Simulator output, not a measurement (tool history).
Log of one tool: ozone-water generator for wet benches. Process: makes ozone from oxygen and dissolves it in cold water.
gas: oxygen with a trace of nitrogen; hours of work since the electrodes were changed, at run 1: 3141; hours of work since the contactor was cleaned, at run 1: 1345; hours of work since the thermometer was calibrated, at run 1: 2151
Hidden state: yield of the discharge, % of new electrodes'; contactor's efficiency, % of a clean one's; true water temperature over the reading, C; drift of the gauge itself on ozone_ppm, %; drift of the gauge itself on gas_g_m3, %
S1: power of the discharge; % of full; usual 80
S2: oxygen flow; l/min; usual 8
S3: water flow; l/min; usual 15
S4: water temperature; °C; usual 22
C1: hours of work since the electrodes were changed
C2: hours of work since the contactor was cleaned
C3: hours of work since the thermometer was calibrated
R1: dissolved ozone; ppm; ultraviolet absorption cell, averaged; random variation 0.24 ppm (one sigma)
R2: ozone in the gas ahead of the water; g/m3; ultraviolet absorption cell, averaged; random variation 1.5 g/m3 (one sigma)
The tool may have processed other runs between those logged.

| run | hour | S1 | S2 | S3 | S4 | C1 | C2 | C3 | R1 | R2 |
|---|---|---|---|---|---|---|---|---|---|---|
| 1 | 0 | 80 | 8 | 15 | 22 | 3141 | 1345 | 2151 | 37.7 | 288.6 |
| 2 | 50.6 | 80 | 8 | 13 | 22 | 3188 | 1392 | 2198 | 40.8 | 287.2 |
| 3 | 164.6 | 80 | 8 | 13 | 22 | 3293 | 1498 | 2304 | 41.1 | 291.5 |
| 4 | 274.9 | 80 | 8 | 13 | 22 | 3396 | 1600 | 2406 | 41.1 | 291.9 |
| 5 | 388.1 | 80 | 8 | 13 | 22 | 3501 | 1705 | 2511 | 41.2 | 290.5 |
| 6 | 469.9 | 80 | 8 | 13 | 22 | 3576 | 1781 | 2587 | 40.5 | 291.4 |
| 7 | 527.8 | 80 | 8 | 21 | 22 | 3630 | 1834 | 2641 | 28.6 | 293.3 |
| 8 | 643.7 | 80 | 8 | 21 | 15 | 3738 | 1942 | 2748 | 32.6 | 290.7 |
| 9 | 749.2 | 55 | 12.55 | 21 | 15 | 3835 | 2039 | 2846 | 25.7 | 191.1 |
| 10 | 809.7 | 55 | 12.55 | 23 | 15 | 3891 | 2096 | 2902 | 23.8 | 192.3 |
| 11 | 899.4 | 55 | 12.55 | 23 | 15 | 3975 | 2179 | 2985 | 23.7 | 193.6 |

Estimate the outcome of run 12 from the log above:
| 12 | 994.1 | 40 | 9.97 | 12 | 23 | 4062 | 2267 | 3073 | ? | ? |

{"run 12": {"R1": 25.1, "R2": 163.9}}
On a tool with no hidden condition, and with the same random variation, this run would have come out at R1 25.1 ppm, R2 162.1 g/m3.

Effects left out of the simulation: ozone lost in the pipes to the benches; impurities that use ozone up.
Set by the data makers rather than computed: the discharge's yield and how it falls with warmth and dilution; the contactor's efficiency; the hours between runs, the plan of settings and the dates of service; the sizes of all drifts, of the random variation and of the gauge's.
